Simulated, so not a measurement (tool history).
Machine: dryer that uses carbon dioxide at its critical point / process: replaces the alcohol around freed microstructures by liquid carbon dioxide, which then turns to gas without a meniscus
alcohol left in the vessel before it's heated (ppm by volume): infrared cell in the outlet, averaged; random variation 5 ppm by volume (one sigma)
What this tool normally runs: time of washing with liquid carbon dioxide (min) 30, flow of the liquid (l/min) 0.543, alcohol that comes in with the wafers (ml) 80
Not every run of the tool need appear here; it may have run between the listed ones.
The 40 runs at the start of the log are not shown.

| run | hour | time of washing with liquid carbon dioxide (min) | flow of the liquid (l/min) | alcohol that comes in with the wafers (ml) | hours of work since the filter was changed | hours of work since the purifier's bed was changed | alcohol left in the vessel before it's heated (ppm by volume) |
|---|---|---|---|---|---|---|---|
| 41 | 700 | 18 | 0.434 | 80 | 254 | 1056 | 2593 |
| 42 | 724.4 | 18 | 0.434 | 80 | 270 | 1072 | 2621 |
| 43 | 735.3 | 22 | 0.38 | 44 | 277 | 1079 | 1210 |
| 44 | 760.1 | 22 | 0.38 | 44 | 293 | 1095 | 1209 |
| 45 | 783.6 | 22 | 0.38 | 44 | 308 | 1111 | 1212 |
| 46 | 806 | 22 | 0.876 | 44 | 323 | 1125 | 78 |
| 47 | 832.2 | 30 | 0.776 | 63 | 340 | 1142 | 59 |
| 48 | 857 | 42 | 0.643 | 118 | 356 | 1158 | 53 |

Branching from run 48: 3 alternative next runs. What would each branch give?
| A | 869.3 | 30 | 0.611 | 66 | 364 | 1166 | ? |
| B | 869.3 | 23 | 0.643 | 23 | 364 | 1166 | ? |
| C | 869.3 | 25 | 0.469 | 69 | 364 | 1166 | ? |

| run | alcohol left in the vessel before it's heated (ppm by volume) |
|---|---|
| A | 106 |
| B | 120 |
| C | 637 |
With no hidden state in the tool, these same runs would have given:
| run | alcohol left in the vessel before it's heated (ppm by volume) |
|---|---|
| A | 47 |
| B | 61 |
| C | 478 |
